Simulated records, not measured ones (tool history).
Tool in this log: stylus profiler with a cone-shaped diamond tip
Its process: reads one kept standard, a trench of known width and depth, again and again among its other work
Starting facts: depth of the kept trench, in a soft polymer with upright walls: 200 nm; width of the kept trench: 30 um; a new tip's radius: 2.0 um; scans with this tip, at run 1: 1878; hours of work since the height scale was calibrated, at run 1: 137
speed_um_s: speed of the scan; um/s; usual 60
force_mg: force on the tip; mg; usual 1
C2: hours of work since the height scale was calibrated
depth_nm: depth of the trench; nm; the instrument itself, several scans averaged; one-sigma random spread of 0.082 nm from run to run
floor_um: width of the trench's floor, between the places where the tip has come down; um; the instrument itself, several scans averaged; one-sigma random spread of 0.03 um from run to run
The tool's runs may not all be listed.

run 1 hour=0 | speed_um_s=60 force_mg=1 | scans_with_this_tip=1878 C2=137 | depth_nm=201.73 floor_um=27.91
run 2 hour=13.5 | speed_um_s=60 force_mg=2.67 | scans_with_this_tip=1968 C2=144 | depth_nm=203.2 floor_um=27.97
run 3 hour=39.5 | speed_um_s=60 force_mg=2.67 | scans_with_this_tip=2140 C2=157 | depth_nm=203.36 floor_um=27.99
run 4 hour=56.2 | speed_um_s=16 force_mg=2.67 | scans_with_this_tip=2250 C2=165 | depth_nm=203.16 floor_um=28.03
run 5 hour=86.5 | speed_um_s=60 force_mg=1 | scans_with_this_tip=2450 C2=179 | depth_nm=201.88 floor_um=27.87
run 6 hour=110.7 | speed_um_s=60 force_mg=2.64 | scans_with_this_tip=2610 C2=191 | depth_nm=203.05 floor_um=27.89
run 7 hour=136.1 | speed_um_s=140 force_mg=2.64 | scans_with_this_tip=2778 C2=203 | depth_nm=203.36 floor_um=27.78
run 8 hour=158.3 | speed_um_s=140 force_mg=2.64 | scans_with_this_tip=2924 C2=214 | depth_nm=203.02 floor_um=27.78
run 9 hour=182.2 | speed_um_s=140 force_mg=2.64 | scans_with_this_tip=3083 C2=226 | depth_nm=203.19 floor_um=27.72
run 10 hour=207.5 | speed_um_s=140 force_mg=2.64 | scans_with_this_tip=3250 C2=238 | depth_nm=203.17 floor_um=27.71
run 11 hour=236.7 | speed_um_s=140 force_mg=2.64 | scans_with_this_tip=3443 C2=252 | depth_nm=203.21 floor_um=27.74
run 12 hour=256.5 | speed_um_s=57 force_mg=2.64 | scans_with_this_tip=3574 C2=261 | depth_nm=203.36 floor_um=27.9
run 13 hour=277 | speed_um_s=57 force_mg=2.64 | scans_with_this_tip=3709 C2=271 | depth_nm=203.31 floor_um=27.85
run 14 hour=307.3 | speed_um_s=16 force_mg=2.64 | scans_with_this_tip=3909 C2=286 | depth_nm=203.27 floor_um=27.9
run 15 hour=328.6 | speed_um_s=16 force_mg=2.64 | scans_with_this_tip=4050 C2=296 | depth_nm=203.15 floor_um=27.93
run 16 hour=348.9 | speed_um_s=60 force_mg=0.76 | scans_with_this_tip=4184 C2=306 | depth_nm=201.47 floor_um=27.74
run 17 hour=363.2 | speed_um_s=60 force_mg=0.76 | scans_with_this_tip=4278 C2=313 | depth_nm=201.6 floor_um=27.75
run 18 hour=378.1 | speed_um_s=60 force_mg=0.76 | scans_with_this_tip=4377 C2=320 | depth_nm=201.58 floor_um=27.73
run 19 hour=398 | speed_um_s=60 force_mg=1 | scans_with_this_tip=4509 C2=330 | depth_nm=201.89 floor_um=27.76
run 20 hour=411.8 | speed_um_s=60 force_mg=1 | scans_with_this_tip=4600 C2=337 | depth_nm=202 floor_um=27.74
run 21 hour=437.3 | speed_um_s=60 force_mg=1 | scans_with_this_tip=4769 C2=349 | depth_nm=201.76 floor_um=27.68
run 22 hour=465.1 | speed_um_s=60 force_mg=1 | scans_with_this_tip=4952 C2=362 | depth_nm=201.91 floor_um=27.7
run 23 hour=491 | speed_um_s=60 force_mg=1 | scans_with_this_tip=5123 C2=375 | depth_nm=201.93 floor_um=27.72
run 24 hour=513.5 | speed_um_s=60 force_mg=1 | scans_with_this_tip=5272 C2=386 | depth_nm=201.99 floor_um=27.66
run 25 hour=535.6 | speed_um_s=137 force_mg=2.07 | scans_with_this_tip=5418 C2=396 | depth_nm=202.89 floor_um=27.63
run 26 hour=552.4 | speed_um_s=30 force_mg=2.56 | scans_with_this_tip=5529 C2=405 | depth_nm=203.39 floor_um=27.78
run 27 hour=565 | speed_um_s=197 force_mg=0.93 | scans_with_this_tip=5612 C2=411 | depth_nm=201.85 floor_um=27.27
run 28 hour=594 | speed_um_s=18 force_mg=0.34 | scans_with_this_tip=5804 C2=425 | depth_nm=201.13 floor_um=27.75
run 29 hour=613.1 | speed_um_s=133 force_mg=0.82 | scans_with_this_tip=5930 C2=434 | depth_nm=201.59 floor_um=27.4
run 30 hour=639.2 | speed_um_s=105 force_mg=1.18 | scans_with_this_tip=6103 C2=447 | depth_nm=202.25 floor_um=27.57
run 31 hour=658.3 | speed_um_s=23 force_mg=0.52 | scans_with_this_tip=6229 C2=456 | depth_nm=201.43 floor_um=27.77
run 32 hour=672.3 | speed_um_s=23 force_mg=0.6 | scans_with_this_tip=6322 C2=463 | depth_nm=201.51 floor_um=27.75
run 33 hour=693.4 | speed_um_s=23 force_mg=1.31 | scans_with_this_tip=6461 C2=473 | depth_nm=202.32 floor_um=27.69
run 34 hour=709.4 | speed_um_s=160 force_mg=0.46 | scans_with_this_tip=6566 C2=480 | depth_nm=201.21 floor_um=27.1
run 35 hour=739.2 | speed_um_s=70 force_mg=0.34 | scans_with_this_tip=6763 C2=495 | depth_nm=201.11 floor_um=27.46
run 36 hour=756.1 | speed_um_s=187 force_mg=1.01 | scans_with_this_tip=6875 C2=503 | depth_nm=202.01 floor_um=27.27
run 37 hour=786.7 | speed_um_s=32 force_mg=2.15 | scans_with_this_tip=7077 C2=518 | depth_nm=202.98 floor_um=27.71
run 38 hour=811.5 | speed_um_s=97 force_mg=0.87 | scans_with_this_tip=7242 C2=530 | depth_nm=201.92 floor_um=27.48
run 39 hour=840.4 | speed_um_s=81 force_mg=1.24 | scans_with_this_tip=7433 C2=544 | depth_nm=202.33 floor_um=27.57
run 40 hour=853.3 | speed_um_s=81 force_mg=1.24 | scans_with_this_tip=7517 C2=550 | depth_nm=202.42 floor_um=27.54
run 41 hour=871.9 | speed_um_s=81 force_mg=1.24 | scans_with_this_tip=7641 C2=559 | depth_nm=202.29 floor_um=27.51
run 42 hour=885.8 | speed_um_s=84 force_mg=1.06 | scans_with_this_tip=7732 C2=566 | depth_nm=202.08 floor_um=27.45
run 43 hour=898.4 | speed_um_s=84 force_mg=1.66 | scans_with_this_tip=7815 C2=572 | depth_nm=202.58 floor_um=27.52
run 44 hour=914.1 | speed_um_s=84 force_mg=1.66 | scans_with_this_tip=7919 C2=579 | depth_nm=202.75 floor_um=27.54
run 45 hour=944.7 | speed_um_s=18 force_mg=0.43 | scans_with_this_tip=8121 C2=594 | depth_nm=201.39 floor_um=27.64
run 46 hour=961.2 | speed_um_s=47 force_mg=1 | scans_with_this_tip=8231 C2=602 | depth_nm=202.12 floor_um=27.54

Same runs, no hidden state in the tool, same run-to-run variation:
What the log doesn't record here: radius of the tip, um; height scale over the true one, %; drift of the gauge itself on depth_nm, %; drift of the gauge itself on floor_um, %.
run=1 depth_nm=201.63 floor_um=28.08
run=2 depth_nm=203.1 floor_um=28.14
run=3 depth_nm=203.25 floor_um=28.17
run=4 depth_nm=203.04 floor_um=28.21
run=5 depth_nm=201.74 floor_um=28.08
run=6 depth_nm=202.91 floor_um=28.1
run=7 depth_nm=203.21 floor_um=28
run=8 depth_nm=202.85 floor_um=28.01
run=9 depth_nm=203.01 floor_um=27.96
run=10 depth_nm=202.98 floor_um=27.97
run=11 depth_nm=203.01 floor_um=28
run=12 depth_nm=203.15 floor_um=28.17
run=13 depth_nm=203.09 floor_um=28.14
run=14 depth_nm=203.04 floor_um=28.19
run=15 depth_nm=202.91 floor_um=28.23
run=16 depth_nm=201.22 floor_um=28.05
run=17 depth_nm=201.35 floor_um=28.07
run=18 depth_nm=201.33 floor_um=28.05
run=19 depth_nm=201.63 floor_um=28.09
run=20 depth_nm=201.73 floor_um=28.08
run=21 depth_nm=201.48 floor_um=28.03
run=22 depth_nm=201.62 floor_um=28.06
run=23 depth_nm=201.63 floor_um=28.09
run=24 depth_nm=201.68 floor_um=28.04
run=25 depth_nm=202.57 floor_um=28.02
run=26 depth_nm=203.06 floor_um=28.18
run=27 depth_nm=201.52 floor_um=27.67
run=28 depth_nm=200.78 floor_um=28.16
run=29 depth_nm=201.23 floor_um=27.82
run=30 depth_nm=201.88 floor_um=28
run=31 depth_nm=201.05 floor_um=28.2
run=32 depth_nm=201.13 floor_um=28.19
run=33 depth_nm=201.93 floor_um=28.14
run=34 depth_nm=200.81 floor_um=27.56
run=35 depth_nm=200.7 floor_um=27.92
run=36 depth_nm=201.6 floor_um=27.75
run=37 depth_nm=202.55 floor_um=28.2
run=38 depth_nm=201.48 floor_um=27.97
run=39 depth_nm=201.88 floor_um=28.07
run=40 depth_nm=201.96 floor_um=28.05
run=41 depth_nm=201.83 floor_um=28.03
run=42 depth_nm=201.61 floor_um=27.97
run=43 depth_nm=202.11 floor_um=28.04
run=44 depth_nm=202.26 floor_um=28.07
run=45 depth_nm=200.9 floor_um=28.19
run=46 depth_nm=201.62 floor_um=28.09

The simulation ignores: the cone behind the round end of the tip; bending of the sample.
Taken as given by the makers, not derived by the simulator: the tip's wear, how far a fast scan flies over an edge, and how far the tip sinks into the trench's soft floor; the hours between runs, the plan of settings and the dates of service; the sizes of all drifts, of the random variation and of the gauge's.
